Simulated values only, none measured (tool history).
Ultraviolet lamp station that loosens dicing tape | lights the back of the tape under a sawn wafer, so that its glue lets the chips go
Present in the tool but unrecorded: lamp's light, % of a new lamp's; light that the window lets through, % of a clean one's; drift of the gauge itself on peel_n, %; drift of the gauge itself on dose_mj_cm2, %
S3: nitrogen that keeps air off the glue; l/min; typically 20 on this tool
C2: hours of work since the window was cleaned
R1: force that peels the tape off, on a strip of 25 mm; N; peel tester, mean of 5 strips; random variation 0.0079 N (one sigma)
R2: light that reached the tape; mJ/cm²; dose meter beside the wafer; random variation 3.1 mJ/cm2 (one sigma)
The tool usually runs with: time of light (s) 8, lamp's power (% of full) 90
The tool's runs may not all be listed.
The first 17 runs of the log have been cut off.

Run 18, hour 144: usual settings but lamp's power (% of full) 66; hours of work of the lamp 115; C2 181. Result: R1 0.847 N, R2 312 mJ/cm².
Run 19, hour 149.2: usual settings but lamp's power (% of full) 61, S3 9 l/min; hours of work of the lamp 118; C2 184. Result: R1 1.459 N, R2 294 mJ/cm².
Run 20, hour 159.7: usual settings but lamp's power (% of full) 61, S3 9 l/min; hours of work of the lamp 124; C2 190. Result: R1 1.493 N, R2 287 mJ/cm².
Run 21, hour 169.1: usual settings but lamp's power (% of full) 61, S3 9 l/min; hours of work of the lamp 129; C2 195. Result: R1 1.48 N, R2 289 mJ/cm².
Run 22, hour 174: usual settings but time of light (s) 11, lamp's power (% of full) 61, S3 9 l/min; hours of work of the lamp 131; C2 198. Result: R1 0.806 N, R2 386 mJ/cm².
Run 23, hour 184.6: usual settings but time of light (s) 9, lamp's power (% of full) 86, S3 19 l/min; hours of work of the lamp 137; C2 204. Result: R1 0.361 N, R2 447 mJ/cm².
Run 24, hour 190.1: usual settings but time of light (s) 9, lamp's power (% of full) 62, S3 19 l/min; hours of work of the lamp 140; C2 207. Result: R1 0.778 N, R2 326 mJ/cm².
Run 25, hour 201.5: usual settings but time of light (s) 9, lamp's power (% of full) 62, S3 19 l/min; hours of work of the lamp 147; C2 213. Result: R1 0.817 N, R2 323 mJ/cm².
Run 26, hour 211.9: usual settings but time of light (s) 5, lamp's power (% of full) 98, S3 14 l/min; hours of work of the lamp 152; C2 219. Result: R1 1.204 N, R2 282 mJ/cm².
Run 27, hour 223.2: usual settings but time of light (s) 5, lamp's power (% of full) 77; hours of work of the lamp 159; C2 225. Result: R1 1.492 N, R2 221 mJ/cm².
Run 28, hour 227.8: usual settings but time of light (s) 5, lamp's power (% of full) 77; hours of work of the lamp 161; C2 228. Result: R1 1.476 N, R2 220 mJ/cm².
Run 29, hour 238.6: usual settings but time of light (s) 11, lamp's power (% of full) 79; hours of work of the lamp 167; C2 234. Result: R1 0.269 N, R2 492 mJ/cm².
Run 30, hour 246.7: usual settings but lamp's power (% of full) 75, S3 26 l/min; hours of work of the lamp 172; C2 238. Result: R1 0.568 N, R2 342 mJ/cm².
Run 31, hour 257.1: usual settings but lamp's power (% of full) 75, S3 26 l/min; hours of work of the lamp 177; C2 244. Result: R1 0.595 N, R2 339 mJ/cm².

Consider 3 possible next runs. They are alternatives, not a sequence: every one starts from the tool as it was left by run 31. What does each give?
Run A, hour 267.4: usual settings but lamp's power (% of full) 75, S3 17 l/min; hours of work of the lamp 183; C2 249. Result: R1 ?, R2 ?.
Run B, hour 267.4: usual settings but lamp's power (% of full) 66, S3 8 l/min; hours of work of the lamp 183; C2 249. Result: R1 ?, R2 ?.
Run C, hour 267.4: usual settings but time of light (s) 5, lamp's power (% of full) 87, S3 23 l/min; hours of work of the lamp 183; C2 249. Result: R1 ?, R2 ?.

run     R1   R2
  A  0.749  340
  B  1.425  297
  C  1.215  241
The same runs, with their run-to-run variation unchanged, on a tool lacking any hidden condition would have given:
run     R1   R2
  A  0.523  399
  B  1.087  349
  C  0.903  283

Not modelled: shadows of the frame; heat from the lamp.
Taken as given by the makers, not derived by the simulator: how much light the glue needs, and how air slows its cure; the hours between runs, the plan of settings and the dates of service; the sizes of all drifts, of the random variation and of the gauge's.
